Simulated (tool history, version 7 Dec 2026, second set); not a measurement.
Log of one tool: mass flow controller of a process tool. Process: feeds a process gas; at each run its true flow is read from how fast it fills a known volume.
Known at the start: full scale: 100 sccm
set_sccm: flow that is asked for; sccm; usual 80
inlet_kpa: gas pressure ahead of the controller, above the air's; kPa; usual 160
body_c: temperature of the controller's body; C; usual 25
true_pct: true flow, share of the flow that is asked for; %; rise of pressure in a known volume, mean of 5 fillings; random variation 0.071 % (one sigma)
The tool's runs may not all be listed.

| run | hour | set_sccm | inlet_kpa | body_c | true_pct |
|---|---|---|---|---|---|
| 1 | 0.0 | 80 | 160 | 25 | 99.50 |
| 2 | 122.9 | 80 | 160 | 25 | 99.52 |
| 3 | 225.3 | 80 | 160 | 25 | 99.52 |
| 4 | 330.1 | 80 | 160 | 25 | 99.45 |
| 5 | 476.6 | 80 | 160 | 25 | 99.51 |
| 6 | 639.3 | 80 | 160 | 25 | 99.55 |
| 7 | 760.1 | 63 | 160 | 25 | 99.31 |
| 8 | 905.4 | 80 | 160 | 25 | 99.65 |
| 9 | 1075.2 | 80 | 160 | 25 | 99.39 |
| 10 | 1182.6 | 80 | 160 | 25 | 99.58 |
| 11 | 1339.8 | 80 | 160 | 25 | 99.47 |
| 12 | 1498.6 | 80 | 160 | 25 | 99.52 |
|  | 1552.7 | controller's zero set anew |
| 13 | 1612.2 | 80 | 160 | 25 | 99.46 |
| 14 | 1799.7 | 80 | 160 | 25 | 99.52 |
| 15 | 1943.2 | 80 | 160 | 25 | 99.50 |
| 16 | 2029.2 | 80 | 160 | 25 | 99.61 |
| 17 | 2133.4 | 80 | 160 | 25 | 99.45 |
| 18 | 2299.7 | 80 | 160 | 25 | 99.46 |
| 19 | 2402.7 | 10 | 160 | 25 | 98.43 |
| 20 | 2570.9 | 10 | 272 | 25 | 99.01 |
| 21 | 2660.3 | 10 | 272 | 25 | 99.02 |
| 22 | 2790.0 | 80 | 160 | 25 | 99.52 |
| 23 | 2959.9 | 80 | 160 | 25 | 99.52 |
| 24 | 3100.3 | 80 | 160 | 25 | 99.42 |
| 25 | 3257.8 | 80 | 160 | 25 | 99.48 |
| 26 | 3360.1 | 80 | 160 | 24 | 99.39 |
| 27 | 3532.0 | 80 | 160 | 24 | 99.30 |
| 28 | 3693.4 | 80 | 160 | 24 | 99.34 |

The next listed run, before its measurement:
| 29 | 3888.8 | 80 | 160 | 24 | ? |

Run 29 gave true_pct 99.36 %.
Without the tool's hidden state the same run would have given true_pct 99.37 %.

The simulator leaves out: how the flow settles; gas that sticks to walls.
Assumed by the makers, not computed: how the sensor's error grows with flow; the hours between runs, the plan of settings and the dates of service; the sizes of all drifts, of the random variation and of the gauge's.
